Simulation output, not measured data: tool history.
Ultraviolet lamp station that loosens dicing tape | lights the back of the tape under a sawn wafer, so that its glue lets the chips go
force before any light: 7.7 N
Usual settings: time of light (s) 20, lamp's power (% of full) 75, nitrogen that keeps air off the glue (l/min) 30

run	day	time of light (s)	lamp's power (% of full)	nitrogen that keeps air off the glue (l/min)	force that peels the tape off (N)	light that reached the tape (mJ/cm²)
1	0.000	20	75	30	0.829	371
2	0.404	16	75	30	1.272	293
3	0.808	20	75	30	0.850	363
4	1.296	20	64	30	1.104	312
5	1.792	20	64	30	1.178	309
6	2.083	20	64	30	1.141	309
7	2.550	20	75	25	1.008	361
8	3.050	12	75	30	2.050	216
9	3.300	20	75	30	0.893	358
10	3.671	20	75	30	0.878	356
11	3.996	20	75	30	0.886	354
12	4.400	20	75	30	0.923	351
13	4.696	20	75	30	0.910	350
14	5.075	20	75	30	0.909	351
15	5.408	20	75	30	0.923	352
16	5.775	20	75	32	0.867	349
17	6.217	15	61	36	1.835	206
18	6.550	20	75	52	0.621	344
19	6.912	20	94	12	1.240	428
20	7.304	20	94	12	1.277	436
21	7.796	20	69	35	0.997	319
22	8.038	20	69	35	0.957	318
23	8.317	20	69	35	1.000	308
24	8.675	21	88	40	0.502	419
25	8.883	14	75	27	1.890	238
26	9.221	14	75	27	1.929	237
27	9.521	20	82	30	0.851	369
28	9.975	13	82	30	1.756	239
29	10.258	11	69	15	3.332	167
30	10.712	16	77	18	1.937	271
31	11.050	16	77	18	2.030	270
32	11.321	20	75	25	1.162	334

Forecast each of these 4 alternatives for the next run:
A	11.696	20	61	13	?	?
B	11.696	17	75	10	?	?
C	11.696	20	81	24	?	?
D	11.696	20	87	30	?	?

run	force that peels the tape off (N)	light that reached the tape (mJ/cm²)
A	2.271	264
B	2.601	278
C	1.071	357
D	0.765	387
Without the tool's hidden state the same runs would have given:
run	force that peels the tape off (N)	light that reached the tape (mJ/cm²)
A	1.680	335
B	1.960	351
C	0.679	451
D	0.467	488
